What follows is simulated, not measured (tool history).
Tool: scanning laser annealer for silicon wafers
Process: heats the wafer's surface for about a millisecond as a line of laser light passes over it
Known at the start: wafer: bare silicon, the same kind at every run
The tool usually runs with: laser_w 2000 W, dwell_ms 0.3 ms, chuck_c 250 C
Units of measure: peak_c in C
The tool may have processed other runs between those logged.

run	day	laser_w	dwell_ms	chuck_c	peak_c
1	0	2000	0.3	250	1028
2	0.317	2000	0.258	250	972
3	0.767	2000	0.258	250	968
4	1.304	2000	0.258	250	972
5	1.683	1989	0.3	250	1017
6	2.179	1989	0.3	250	1017
7	2.754	2000	0.3	250	1022
8	3.179	2000	0.3	250	1025
9	3.671	1859	0.3	250	950
10	4.225	2000	0.3	274	1046
11	4.662	2000	0.3	274	1042
12	5.204	2000	0.227	250	922
13	5.721	2000	0.222	250	916
14	6.262	2000	0.222	250	914
15	6.542	2000	0.3	250	1013
16	6.938	2000	0.3	250	1014
17	7.242	2000	0.3	250	1016
18	7.783	2000	0.3	250	1014
19	8.346	2000	0.3	250	1015
20	8.796	2000	0.3	263	1024
21	9.317	2000	0.3	263	1021
22	9.754	2000	0.3	263	1026
23	10.054	1710	0.364	272	947
24	10.388	2082	0.3	227	1030
25	10.675	2082	0.3	227	1028
26	11.096	1760	0.3	279	918
27	11.579	2014	0.3	261	1026
28	11.971	2014	0.3	261	1025
29	12.488	2046	0.3	250	1028
30	12.962	1745	0.281	288	897
31	13.325	1801	0.218	287	847
32	13.612	2000	0.237	287	959
33	14.025	2091	0.309	252	1062
34	14.596	1840	0.338	214	932
# day 15.104: optics aligned, line set to its width
35	15.112	2059	0.318	214	1032
36	15.362	2178	0.226	230	976
37	15.7	2178	0.257	290	1087
38	16.25	2000	0.37	235	1080
# day 16.85: window over the wafer cleaned
39	16.85	2000	0.219	236	926
40	17.271	2000	0.219	236	928
41	17.529	2095	0.219	216	948

What if the next run were any one of these 4? Each begins from the tool's condition after run 41:
A	17.917	2000	0.284	272	?
B	17.917	1758	0.29	250	?
C	17.917	2000	0.367	250	?
D	17.917	1901	0.34	269	?

run	peak_c
A	1052
B	915
C	1133
D	1063
Stripped of hidden state, with their random variation kept, the same runs would have yielded:
run	peak_c
A	1060
B	922
C	1143
D	1071
